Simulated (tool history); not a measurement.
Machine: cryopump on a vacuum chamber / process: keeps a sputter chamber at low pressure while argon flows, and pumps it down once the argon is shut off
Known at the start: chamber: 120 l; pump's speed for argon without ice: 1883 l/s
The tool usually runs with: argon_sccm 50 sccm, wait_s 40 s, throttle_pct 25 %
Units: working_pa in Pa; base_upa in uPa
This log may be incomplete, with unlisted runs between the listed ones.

| run | day | argon_sccm | wait_s | throttle_pct | working_pa | base_upa |
|---|---|---|---|---|---|---|
| 1 | 0 | 50 | 40 | 25 | 0.2066 | 2.89 |
|  | 0.625 | pump warmed up, emptied and cooled again |
| 2 | 2.675 | 50 | 40 | 25 | 0.1802 | 2.59 |
| 3 | 5.379 | 50 | 40 | 25 | 0.1817 | 2.64 |
| 4 | 6.504 | 50 | 40 | 25 | 0.182 | 2.6 |
| 5 | 7.696 | 33 | 40 | 25 | 0.12 | 2.71 |
| 6 | 9.912 | 33 | 40 | 25 | 0.1206 | 2.65 |
| 7 | 11.308 | 33 | 40 | 57 | 0.0545 | 2.7 |
| 8 | 13.112 | 50 | 42 | 25 | 0.1845 | 2.62 |
| 9 | 14.567 | 50 | 42 | 25 | 0.1862 | 2.59 |
| 10 | 16.158 | 50 | 42 | 20 | 0.2307 | 2.67 |
| 11 | 18.383 | 50 | 42 | 20 | 0.2326 | 2.8 |
| 12 | 20.25 | 50 | 40 | 25 | 0.1887 | 2.88 |
| 13 | 21.4 | 50 | 40 | 25 | 0.1885 | 2.87 |
| 14 | 23.904 | 50 | 40 | 25 | 0.1901 | 3.07 |
| 15 | 25.492 | 50 | 40 | 25 | 0.1889 | 2.88 |
| 16 | 26.592 | 50 | 40 | 25 | 0.1901 | 2.93 |
| 17 | 27.983 | 50 | 92 | 25 | 0.1934 | 2.01 |
| 18 | 29.362 | 50 | 92 | 25 | 0.1928 | 2.07 |
| 19 | 31.083 | 50 | 92 | 25 | 0.1916 | 2.03 |
| 20 | 32.725 | 50 | 92 | 25 | 0.194 | 2.14 |
| 21 | 35.425 | 86 | 40 | 31 | 0.2785 | 3.24 |
| 22 | 36.954 | 45 | 40 | 25 | 0.1762 | 3.22 |
| 23 | 38.712 | 45 | 40 | 25 | 0.1783 | 3.36 |
| 24 | 39.812 | 45 | 295 | 25 | 0.1783 | 1.73 |
| 25 | 41.071 | 45 | 295 | 16 | 0.2702 | 1.76 |
| 26 | 43.483 | 45 | 295 | 16 | 0.2698 | 1.81 |
| 27 | 45.292 | 45 | 295 | 16 | 0.2744 | 1.87 |
| 28 | 46.85 | 45 | 207 | 29 | 0.1602 | 2.07 |
|  | 47.883 | pump warmed up, emptied and cooled again |
| 29 | 49.079 | 45 | 207 | 29 | 0.139 | 1.54 |
| 30 | 51.15 | 45 | 93 | 20 | 0.2049 | 2.01 |
| 31 | 53.308 | 50 | 32 | 44 | 0.1057 | 3.49 |
| 32 | 55.696 | 50 | 32 | 55 | 0.0854 | 3.51 |
| 33 | 57.183 | 50 | 32 | 55 | 0.0858 | 3.61 |

Branching from run 33: 4 alternative next runs. What would each branch give?
| A | 59.096 | 22 | 32 | 18 | ? | ? |
| B | 59.096 | 50 | 259 | 25 | ? | ? |
| C | 59.096 | 44 | 32 | 17 | ? | ? |
| D | 59.096 | 28 | 179 | 44 | ? | ? |

| run | working_pa | base_upa |
|---|---|---|
| A | 0.1119 | 3.6 |
| B | 0.1843 | 1.59 |
| C | 0.2376 | 3.58 |
| D | 0.0599 | 1.81 |
What these runs would have given with no unlogged condition in the tool:
| run | working_pa | base_upa |
|---|---|---|
| A | 0.1097 | 2.43 |
| B | 0.1792 | 0.42 |
| C | 0.2332 | 2.42 |
| D | 0.0571 | 0.6 |
